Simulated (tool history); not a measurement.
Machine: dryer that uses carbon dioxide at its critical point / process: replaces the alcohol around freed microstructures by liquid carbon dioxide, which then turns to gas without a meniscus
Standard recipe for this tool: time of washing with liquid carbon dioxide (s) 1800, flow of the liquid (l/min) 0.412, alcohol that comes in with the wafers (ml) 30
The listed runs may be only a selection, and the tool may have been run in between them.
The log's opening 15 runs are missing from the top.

run   hour  time of washing with liquid carbon dioxide (s)  flow of the liquid (l/min)  alcohol that comes in with the wafers (ml)  alcohol left in the vessel before it's heated (ppm by volume)
 16  407.5                                            1500                       0.412                                          30                                                            386
 17  433.3                                            2520                       0.258                                          70                                                            658
 18  460.2                                            2520                       0.327                                          23                                                            143
 19  490.9                                            2520                       0.409                                          69                                                            136
 20  518.3                                            2520                       0.409                                          69                                                            131
 21  554.0                                            2520                       0.409                                          69                                                            138
 22  576.9                                            2520                       0.409                                          69                                                            132
 23  605.7                                            2520                       0.409                                          69                                                            140
 24  629.2                                            2220                       0.485                                          38                                                            106
 25  650.5                                            2220                       0.485                                          38                                                            112
 26  668.5                                            1800                       0.489                                          64                                                            249
     679.5  -- purifier's bed changed
 27  701.2                                            2700                       0.435                                          30                                                             19
 28  730.0                                            1560                       0.285                                         111                                                           3819
 29  763.4                                            1560                       0.285                                         111                                                           3872
 30  791.8                                            1260                       0.512                                          93                                                           1094

Forecast each of these 5 alternatives for the next run:
  A  827.3                                            1260                       0.512                                          23                                                              ?
  B  827.3                                            1260                       0.512                                          49                                                              ?
  C  827.3                                            2040                       0.405                                          43                                                              ?
  D  827.3                                            1260                       0.512                                          79                                                              ?
  E  827.3                                            2040                       0.280                                         101                                                              ?

run  alcohol left in the vessel before it's heated (ppm by volume)
  A                                                            287
  B                                                            584
  C                                                            181
  D                                                            947
  E                                                           1637
Had the tool no hidden state, the same runs would have come out as:
run  alcohol left in the vessel before it's heated (ppm by volume)
  A                                                            176
  B                                                            354
  C                                                             95
  D                                                            583
  E                                                           1050

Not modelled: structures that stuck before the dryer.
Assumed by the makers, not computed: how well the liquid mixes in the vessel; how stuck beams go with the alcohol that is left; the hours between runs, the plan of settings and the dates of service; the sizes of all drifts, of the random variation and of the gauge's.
